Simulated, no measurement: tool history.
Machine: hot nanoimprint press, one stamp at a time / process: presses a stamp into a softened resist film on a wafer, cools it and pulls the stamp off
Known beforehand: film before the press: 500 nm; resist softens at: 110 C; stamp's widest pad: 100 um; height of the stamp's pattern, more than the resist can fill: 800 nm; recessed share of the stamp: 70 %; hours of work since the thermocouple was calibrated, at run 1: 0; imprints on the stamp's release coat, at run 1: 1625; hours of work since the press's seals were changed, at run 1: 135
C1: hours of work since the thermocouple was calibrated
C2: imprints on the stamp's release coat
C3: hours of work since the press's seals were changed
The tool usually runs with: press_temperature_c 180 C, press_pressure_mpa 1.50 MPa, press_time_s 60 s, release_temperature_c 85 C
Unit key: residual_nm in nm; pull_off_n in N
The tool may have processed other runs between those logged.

run 1 hour=0.0 | press_temperature_c=180 press_pressure_mpa=1.50 press_time_s=60 release_temperature_c=85 | C1=0 C2=1625 C3=135 | residual_nm=258.2 pull_off_n=287
-- hour=16.7 stamp cleaned and given a new release coat
run 2 hour=36.1 | press_temperature_c=180 press_pressure_mpa=1.50 press_time_s=60 release_temperature_c=85 | C1=22 C2=59 C3=157 | residual_nm=257.8 pull_off_n=198
run 3 hour=57.3 | press_temperature_c=180 press_pressure_mpa=1.50 press_time_s=60 release_temperature_c=85 | C1=38 C2=123 C3=173 | residual_nm=256.1 pull_off_n=198
run 4 hour=79.0 | press_temperature_c=180 press_pressure_mpa=1.50 press_time_s=57 release_temperature_c=85 | C1=54 C2=190 C3=189 | residual_nm=260.2 pull_off_n=206
run 5 hour=102.4 | press_temperature_c=180 press_pressure_mpa=1.50 press_time_s=57 release_temperature_c=85 | C1=71 C2=261 C3=206 | residual_nm=262.7 pull_off_n=217
run 6 hour=136.0 | press_temperature_c=180 press_pressure_mpa=1.05 press_time_s=60 release_temperature_c=85 | C1=96 C2=363 C3=231 | residual_nm=303.2 pull_off_n=221
run 7 hour=165.0 | press_temperature_c=180 press_pressure_mpa=1.05 press_time_s=60 release_temperature_c=85 | C1=117 C2=451 C3=252 | residual_nm=302.2 pull_off_n=217
run 8 hour=210.0 | press_temperature_c=180 press_pressure_mpa=1.30 press_time_s=60 release_temperature_c=85 | C1=150 C2=588 C3=285 | residual_nm=277.3 pull_off_n=228
run 9 hour=248.5 | press_temperature_c=180 press_pressure_mpa=1.30 press_time_s=60 release_temperature_c=85 | C1=178 C2=705 C3=313 | residual_nm=277.5 pull_off_n=235
run 10 hour=294.6 | press_temperature_c=179 press_pressure_mpa=1.50 press_time_s=60 release_temperature_c=85 | C1=212 C2=846 C3=347 | residual_nm=273.4 pull_off_n=258
-- hour=300.0 plate thermocouple calibrated
run 11 hour=333.3 | press_temperature_c=179 press_pressure_mpa=1.50 press_time_s=60 release_temperature_c=85 | C1=24 C2=954 C3=374 | residual_nm=272.4 pull_off_n=256
run 12 hour=371.6 | press_temperature_c=180 press_pressure_mpa=1.50 press_time_s=60 release_temperature_c=85 | C1=53 C2=1071 C3=402 | residual_nm=266.0 pull_off_n=263
run 13 hour=392.8 | press_temperature_c=180 press_pressure_mpa=1.50 press_time_s=46 release_temperature_c=85 | C1=68 C2=1135 C3=417 | residual_nm=285.9 pull_off_n=268
run 14 hour=413.0 | press_temperature_c=180 press_pressure_mpa=1.06 press_time_s=46 release_temperature_c=85 | C1=83 C2=1197 C3=432 | residual_nm=325.7 pull_off_n=279
run 15 hour=446.0 | press_temperature_c=180 press_pressure_mpa=1.06 press_time_s=46 release_temperature_c=85 | C1=107 C2=1297 C3=457 | residual_nm=325.8 pull_off_n=280
-- hour=471.3 plate thermocouple calibrated, once more
run 16 hour=472.6 | press_temperature_c=180 press_pressure_mpa=1.06 press_time_s=46 release_temperature_c=92 | C1=1 C2=1369 C3=474 | residual_nm=325.2 pull_off_n=229
run 17 hour=517.7 | press_temperature_c=190 press_pressure_mpa=1.55 press_time_s=30 release_temperature_c=85 | C1=34 C2=1506 C3=507 | residual_nm=212.4 pull_off_n=294
run 18 hour=561.3 | press_temperature_c=180 press_pressure_mpa=2.29 press_time_s=60 release_temperature_c=75 | C1=66 C2=1639 C3=539 | residual_nm=214.9 pull_off_n=383
-- hour=576.5 stamp cleaned and given a new release coat
run 19 hour=611.6 | press_temperature_c=186 press_pressure_mpa=1.24 press_time_s=70 release_temperature_c=82 | C1=99 C2=107 C3=572 | residual_nm=209.0 pull_off_n=225
run 20 hour=646.5 | press_temperature_c=186 press_pressure_mpa=1.09 press_time_s=63 release_temperature_c=82 | C1=125 C2=213 C3=598 | residual_nm=230.9 pull_off_n=234
run 21 hour=667.1 | press_temperature_c=186 press_pressure_mpa=2.11 press_time_s=94 release_temperature_c=88 | C1=140 C2=275 C3=613 | residual_nm=145.2 pull_off_n=199
run 22 hour=689.8 | press_temperature_c=180 press_pressure_mpa=1.50 press_time_s=109 release_temperature_c=90 | C1=156 C2=345 C3=629 | residual_nm=213.9 pull_off_n=192
run 23 hour=735.6 | press_temperature_c=180 press_pressure_mpa=1.50 press_time_s=66 release_temperature_c=85 | C1=190 C2=484 C3=663 | residual_nm=259.2 pull_off_n=233
run 24 hour=768.3 | press_temperature_c=180 press_pressure_mpa=1.50 press_time_s=66 release_temperature_c=85 | C1=214 C2=584 C3=687 | residual_nm=259.6 pull_off_n=237
run 25 hour=790.8 | press_temperature_c=191 press_pressure_mpa=1.50 press_time_s=40 release_temperature_c=85 | C1=231 C2=652 C3=704 | residual_nm=193.3 pull_off_n=245
run 26 hour=828.9 | press_temperature_c=184 press_pressure_mpa=1.40 press_time_s=76 release_temperature_c=81 | C1=259 C2=768 C3=732 | residual_nm=210.2 pull_off_n=285
-- hour=845.2 press's hydraulic seals changed and the load cell set to zero
run 27 hour=877.8 | press_temperature_c=184 press_pressure_mpa=1.40 press_time_s=76 release_temperature_c=81 | C1=289 C2=892 C3=24 | residual_nm=208.7 pull_off_n=279
run 28 hour=904.3 | press_temperature_c=176 press_pressure_mpa=2.19 press_time_s=62 release_temperature_c=78 | C1=308 C2=973 C3=43 | residual_nm=261.3 pull_off_n=320
run 29 hour=937.6 | press_temperature_c=176 press_pressure_mpa=1.16 press_time_s=52 release_temperature_c=92 | C1=333 C2=1074 C3=68 | residual_nm=352.8 pull_off_n=225

How would selected steps in residual_nm from run to run divide? Give the signed amount a tool lacking its hidden state would still show from settings, what came in and random variation, and the signed amount left for the hidden state, including any gauge scatter that is not in both of the compared results.
Unlogged tool condition in this case: true temperature over the reading, C; pressure that arrives at the usual setting, %; grip of the stamp's worn release coat, % over a new coat's; drift of the gauge itself on residual_nm, %; drift of the gauge itself on pull_off_n, %.
Run 15 -> 16: release_temperature_c 85 -> 92, plate thermocouple calibrated, once more. residual_nm -0.6 nm: hidden state -3.9, all else +3.3.
Run 16 -> 17: press_temperature_c 180 -> 190, press_pressure_mpa 1.06 -> 1.55, press_time_s 46 -> 30, release_temperature_c 92 -> 85. residual_nm -112.8 nm: hidden state +1.0, all else -113.8.
Run 26 -> 27: press's hydraulic seals changed and the load cell set to zero. residual_nm -1.5 nm: hidden state -4.1, all else +2.6.
Run 28 -> 29: press_pressure_mpa 2.19 -> 1.16, press_time_s 62 -> 52, release_temperature_c 78 -> 92. residual_nm +91.5 nm: hidden state +0.8, all else +90.7.
